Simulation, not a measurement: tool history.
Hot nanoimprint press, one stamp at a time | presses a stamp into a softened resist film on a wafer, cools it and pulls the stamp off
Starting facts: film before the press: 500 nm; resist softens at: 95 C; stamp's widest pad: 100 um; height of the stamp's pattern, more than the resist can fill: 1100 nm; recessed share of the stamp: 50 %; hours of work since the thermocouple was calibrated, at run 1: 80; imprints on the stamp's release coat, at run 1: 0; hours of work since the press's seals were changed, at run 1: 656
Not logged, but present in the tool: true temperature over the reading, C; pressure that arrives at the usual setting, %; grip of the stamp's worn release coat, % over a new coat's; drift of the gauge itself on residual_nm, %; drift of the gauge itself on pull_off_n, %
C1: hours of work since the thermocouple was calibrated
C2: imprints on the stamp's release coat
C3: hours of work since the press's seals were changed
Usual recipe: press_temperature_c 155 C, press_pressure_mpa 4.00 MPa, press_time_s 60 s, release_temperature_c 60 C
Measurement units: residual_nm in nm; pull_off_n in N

{"run": 1, "hour": 0.0, "press_temperature_c": 155, "press_pressure_mpa": 4.0, "press_time_s": 60, "release_temperature_c": 60, "C1": 80, "C2": 0, "C3": 656, "residual_nm": 200.4, "pull_off_n": 95.7}
{"run": 2, "hour": 13.5, "press_temperature_c": 155, "press_pressure_mpa": 4.0, "press_time_s": 60, "release_temperature_c": 60, "C1": 91, "C2": 36, "C3": 666, "residual_nm": 201.5, "pull_off_n": 96.0}
{"run": 3, "hour": 43.5, "press_temperature_c": 167, "press_pressure_mpa": 4.0, "press_time_s": 60, "release_temperature_c": 60, "C1": 114, "C2": 117, "C3": 689, "residual_nm": 119.1, "pull_off_n": 95.2}
{"run": 4, "hour": 75.0, "press_temperature_c": 167, "press_pressure_mpa": 4.0, "press_time_s": 60, "release_temperature_c": 60, "C1": 138, "C2": 202, "C3": 713, "residual_nm": 119.7, "pull_off_n": 95.9}
{"run": 5, "hour": 97.7, "press_temperature_c": 167, "press_pressure_mpa": 4.0, "press_time_s": 60, "release_temperature_c": 60, "C1": 156, "C2": 263, "C3": 731, "residual_nm": 118.8, "pull_off_n": 96.4}
{"run": 6, "hour": 121.1, "press_temperature_c": 167, "press_pressure_mpa": 3.67, "press_time_s": 60, "release_temperature_c": 60, "C1": 174, "C2": 326, "C3": 749, "residual_nm": 124.2, "pull_off_n": 95.7}
{"run": 7, "hour": 153.6, "press_temperature_c": 167, "press_pressure_mpa": 3.67, "press_time_s": 60, "release_temperature_c": 60, "C1": 199, "C2": 414, "C3": 774, "residual_nm": 123.4, "pull_off_n": 96.7}
{"run": 8, "hour": 174.3, "press_temperature_c": 167, "press_pressure_mpa": 3.67, "press_time_s": 60, "release_temperature_c": 60, "C1": 215, "C2": 469, "C3": 790, "residual_nm": 123.2, "pull_off_n": 96.4}
{"run": 9, "hour": 197.8, "press_temperature_c": 147, "press_pressure_mpa": 3.67, "press_time_s": 60, "release_temperature_c": 60, "C1": 233, "C2": 533, "C3": 808, "residual_nm": 293.1, "pull_off_n": 96.7}
{"run": 10, "hour": 228.7, "press_temperature_c": 155, "press_pressure_mpa": 2.65, "press_time_s": 60, "release_temperature_c": 60, "C1": 257, "C2": 616, "C3": 832, "residual_nm": 240.0, "pull_off_n": 97.5}
{"run": 11, "hour": 256.2, "press_temperature_c": 155, "press_pressure_mpa": 2.65, "press_time_s": 60, "release_temperature_c": 60, "C1": 278, "C2": 690, "C3": 853, "residual_nm": 242.3, "pull_off_n": 97.7}
{"run": 12, "hour": 289.5, "press_temperature_c": 155, "press_pressure_mpa": 2.65, "press_time_s": 60, "release_temperature_c": 60, "C1": 303, "C2": 779, "C3": 879, "residual_nm": 237.0, "pull_off_n": 98.0}
{"run": 13, "hour": 308.5, "press_temperature_c": 155, "press_pressure_mpa": 2.65, "press_time_s": 60, "release_temperature_c": 60, "C1": 318, "C2": 831, "C3": 893, "residual_nm": 239.6, "pull_off_n": 97.2}
{"run": 14, "hour": 327.0, "press_temperature_c": 155, "press_pressure_mpa": 3.93, "press_time_s": 60, "release_temperature_c": 60, "C1": 332, "C2": 881, "C3": 908, "residual_nm": 195.3, "pull_off_n": 97.6}
{"hour": 356.4, "done": "plate thermocouple calibrated"}
{"hour": 362.4, "done": "stamp cleaned and given a new release coat"}
{"run": 15, "hour": 366.6, "press_temperature_c": 155, "press_pressure_mpa": 4.0, "press_time_s": 60, "release_temperature_c": 60, "C1": 3, "C2": 11, "C3": 931, "residual_nm": 206.3, "pull_off_n": 96.8}
{"run": 16, "hour": 391.7, "press_temperature_c": 155, "press_pressure_mpa": 4.0, "press_time_s": 60, "release_temperature_c": 60, "C1": 23, "C2": 79, "C3": 951, "residual_nm": 206.3, "pull_off_n": 96.8}
{"run": 17, "hour": 415.5, "press_temperature_c": 155, "press_pressure_mpa": 4.0, "press_time_s": 60, "release_temperature_c": 60, "C1": 41, "C2": 142, "C3": 969, "residual_nm": 207.9, "pull_off_n": 97.2}
{"run": 18, "hour": 437.5, "press_temperature_c": 151, "press_pressure_mpa": 4.0, "press_time_s": 55, "release_temperature_c": 60, "C1": 58, "C2": 202, "C3": 986, "residual_nm": 255.0, "pull_off_n": 97.3}
{"run": 19, "hour": 451.3, "press_temperature_c": 156, "press_pressure_mpa": 4.0, "press_time_s": 60, "release_temperature_c": 59, "C1": 69, "C2": 239, "C3": 996, "residual_nm": 195.1, "pull_off_n": 100.2}
{"run": 20, "hour": 484.1, "press_temperature_c": 156, "press_pressure_mpa": 4.0, "press_time_s": 78, "release_temperature_c": 59, "C1": 94, "C2": 327, "C3": 1022, "residual_nm": 177.8, "pull_off_n": 99.4}
{"run": 21, "hour": 515.5, "press_temperature_c": 155, "press_pressure_mpa": 2.97, "press_time_s": 94, "release_temperature_c": 67, "C1": 118, "C2": 412, "C3": 1046, "residual_nm": 203.7, "pull_off_n": 79.4}
{"run": 22, "hour": 529.0, "press_temperature_c": 155, "press_pressure_mpa": 2.97, "press_time_s": 94, "release_temperature_c": 67, "C1": 128, "C2": 448, "C3": 1056, "residual_nm": 203.0, "pull_off_n": 79.5}
{"run": 23, "hour": 561.5, "press_temperature_c": 155, "press_pressure_mpa": 2.97, "press_time_s": 113, "release_temperature_c": 61, "C1": 153, "C2": 536, "C3": 1081, "residual_nm": 189.7, "pull_off_n": 95.9}
{"run": 24, "hour": 578.7, "press_temperature_c": 155, "press_pressure_mpa": 6.11, "press_time_s": 60, "release_temperature_c": 46, "C1": 167, "C2": 582, "C3": 1095, "residual_nm": 160.6, "pull_off_n": 137.2}
{"run": 25, "hour": 594.8, "press_temperature_c": 160, "press_pressure_mpa": 3.4, "press_time_s": 60, "release_temperature_c": 60, "C1": 179, "C2": 625, "C3": 1107, "residual_nm": 175.7, "pull_off_n": 98.4}
{"run": 26, "hour": 618.8, "press_temperature_c": 144, "press_pressure_mpa": 5.47, "press_time_s": 80, "release_temperature_c": 67, "C1": 198, "C2": 690, "C3": 1126, "residual_nm": 261.5, "pull_off_n": 79.3}
{"run": 27, "hour": 635.7, "press_temperature_c": 155, "press_pressure_mpa": 3.22, "press_time_s": 52, "release_temperature_c": 50, "C1": 211, "C2": 735, "C3": 1139, "residual_nm": 235.6, "pull_off_n": 125.9}
{"run": 28, "hour": 662.1, "press_temperature_c": 155, "press_pressure_mpa": 3.22, "press_time_s": 52, "release_temperature_c": 50, "C1": 231, "C2": 806, "C3": 1159, "residual_nm": 235.1, "pull_off_n": 127.1}
{"run": 29, "hour": 693.5, "press_temperature_c": 159, "press_pressure_mpa": 2.66, "press_time_s": 72, "release_temperature_c": 62, "C1": 255, "C2": 891, "C3": 1183, "residual_nm": 192.6, "pull_off_n": 94.7}
{"hour": 720.8, "done": "stamp cleaned and given a new release coat"}
{"run": 30, "hour": 726.5, "press_temperature_c": 147, "press_pressure_mpa": 5.56, "press_time_s": 120, "release_temperature_c": 45, "C1": 276, "C2": 15, "C3": 1204, "residual_nm": 190.8, "pull_off_n": 132.4}
{"run": 31, "hour": 748.4, "press_temperature_c": 147, "press_pressure_mpa": 3.64, "press_time_s": 120, "release_temperature_c": 45, "C1": 293, "C2": 74, "C3": 1221, "residual_nm": 236.3, "pull_off_n": 132.8}

Measured less the same run without the tool's hidden state. The same run-to-run variation is in both; the gauge's scatter may not be:
run=1 residual_nm=-3.0 pull_off_n=-1.4
run=2 residual_nm=-3.4 pull_off_n=-1.3
run=3 residual_nm=-2.0 pull_off_n=-0.9
run=4 residual_nm=-2.4 pull_off_n=-0.6
run=5 residual_nm=-2.8 pull_off_n=-0.4
run=6 residual_nm=-3.4 pull_off_n=-0.2
run=7 residual_nm=-3.9 pull_off_n=+0.2
run=8 residual_nm=-4.2 pull_off_n=+0.3
run=9 residual_nm=-12.7 pull_off_n=+0.6
run=10 residual_nm=-11.5 pull_off_n=+0.8
run=11 residual_nm=-12.6 pull_off_n=+1.2
run=12 residual_nm=-13.4 pull_off_n=+1.4
run=13 residual_nm=-14.2 pull_off_n=+1.6
run=14 residual_nm=-12.3 pull_off_n=+1.8
run=15 residual_nm=+3.1 pull_off_n=+0.3
run=16 residual_nm=+2.3 pull_off_n=+0.5
run=17 residual_nm=+1.6 pull_off_n=+0.8
run=18 residual_nm=+1.0 pull_off_n=+0.9
run=19 residual_nm=+0.7 pull_off_n=+1.1
run=20 residual_nm=-0.2 pull_off_n=+1.5
run=21 residual_nm=-1.8 pull_off_n=+1.3
run=22 residual_nm=-2.2 pull_off_n=+1.3
run=23 residual_nm=-3.1 pull_off_n=+2.2
run=24 residual_nm=-1.1 pull_off_n=+3.9
run=25 residual_nm=-2.9 pull_off_n=+2.5
run=26 residual_nm=-5.4 pull_off_n=+1.8
run=27 residual_nm=-5.7 pull_off_n=+4.3
run=28 residual_nm=-6.4 pull_off_n=+4.7
run=29 residual_nm=-6.3 pull_off_n=+3.2
run=30 residual_nm=-7.0 pull_off_n=-2.7
run=31 residual_nm=-10.5 pull_off_n=-2.2
